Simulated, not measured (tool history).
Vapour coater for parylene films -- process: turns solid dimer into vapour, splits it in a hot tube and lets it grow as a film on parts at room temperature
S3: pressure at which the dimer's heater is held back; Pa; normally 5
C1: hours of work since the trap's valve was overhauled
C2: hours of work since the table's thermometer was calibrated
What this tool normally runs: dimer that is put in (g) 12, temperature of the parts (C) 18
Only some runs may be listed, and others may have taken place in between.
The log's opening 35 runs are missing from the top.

{"run": 36, "hour": 551.8, "dimer that is put in (g)": 6, "temperature of the parts (C)": 20, "S3": 3.63, "C1": 27, "C2": 759, "thickness of the film (µm)": 1.24}
{"run": 37, "hour": 569.2, "dimer that is put in (g)": 6, "temperature of the parts (C)": 17, "S3": 5.47, "C1": 38, "C2": 770, "thickness of the film (µm)": 1.21}
{"run": 38, "hour": 589.1, "dimer that is put in (g)": 7, "temperature of the parts (C)": 17, "S3": 3.95, "C1": 51, "C2": 783, "thickness of the film (µm)": 1.49}
{"run": 39, "hour": 604.6, "dimer that is put in (g)": 7, "temperature of the parts (C)": 17, "S3": 3.95, "C1": 60, "C2": 792, "thickness of the film (µm)": 1.54}
{"run": 40, "hour": 623.4, "dimer that is put in (g)": 7, "temperature of the parts (C)": 25, "S3": 8.17, "C1": 72, "C2": 804, "thickness of the film (µm)": 1.07}
{"run": 41, "hour": 638.5, "dimer that is put in (g)": 7, "temperature of the parts (C)": 23, "S3": 5, "C1": 82, "C2": 814, "thickness of the film (µm)": 1.23}
{"run": 42, "hour": 653.8, "dimer that is put in (g)": 18, "temperature of the parts (C)": 23, "S3": 11.78, "C1": 91, "C2": 823, "thickness of the film (µm)": 2.64}
{"run": 43, "hour": 672.8, "dimer that is put in (g)": 8, "temperature of the parts (C)": 18, "S3": 5, "C1": 103, "C2": 835, "thickness of the film (µm)": 1.57}
{"run": 44, "hour": 687.1, "dimer that is put in (g)": 8, "temperature of the parts (C)": 18, "S3": 5, "C1": 113, "C2": 844, "thickness of the film (µm)": 1.57}
{"run": 45, "hour": 699.3, "dimer that is put in (g)": 15, "temperature of the parts (C)": 14, "S3": 5, "C1": 120, "C2": 852, "thickness of the film (µm)": 3.2}
{"run": 46, "hour": 720.8, "dimer that is put in (g)": 6, "temperature of the parts (C)": 19, "S3": 3.83, "C1": 134, "C2": 866, "thickness of the film (µm)": 1.2}

Alternative continuations, all from the tool just after run 46; predict every row:
{"run": "A", "hour": 737.5, "dimer that is put in (g)": 7, "temperature of the parts (C)": 12, "S3": 2.69, "C1": 144, "C2": 876, "thickness of the film (µm)": "?"}
{"run": "B", "hour": 737.5, "dimer that is put in (g)": 15, "temperature of the parts (C)": 30, "S3": 3.52, "C1": 144, "C2": 876, "thickness of the film (µm)": "?"}
{"run": "C", "hour": 737.5, "dimer that is put in (g)": 6, "temperature of the parts (C)": 19, "S3": 2.19, "C1": 144, "C2": 876, "thickness of the film (µm)": "?"}
{"run": "D", "hour": 737.5, "dimer that is put in (g)": 6, "temperature of the parts (C)": 13, "S3": 4.01, "C1": 144, "C2": 876, "thickness of the film (µm)": "?"}
{"run": "E", "hour": 737.5, "dimer that is put in (g)": 13, "temperature of the parts (C)": 19, "S3": 3.83, "C1": 144, "C2": 876, "thickness of the film (µm)": "?"}

run=A thickness_of_the_film_(µm)=1.81
run=B thickness_of_the_film_(µm)=2.37
run=C thickness_of_the_film_(µm)=1.34
run=D thickness_of_the_film_(µm)=1.36
run=E thickness_of_the_film_(µm)=2.61
Had the tool no hidden state, the same runs would have come out as:
run=A thickness_of_the_film_(µm)=1.95
run=B thickness_of_the_film_(µm)=2.56
run=C thickness_of_the_film_(µm)=1.45
run=D thickness_of_the_film_(µm)=1.47
run=E thickness_of_the_film_(µm)=2.83

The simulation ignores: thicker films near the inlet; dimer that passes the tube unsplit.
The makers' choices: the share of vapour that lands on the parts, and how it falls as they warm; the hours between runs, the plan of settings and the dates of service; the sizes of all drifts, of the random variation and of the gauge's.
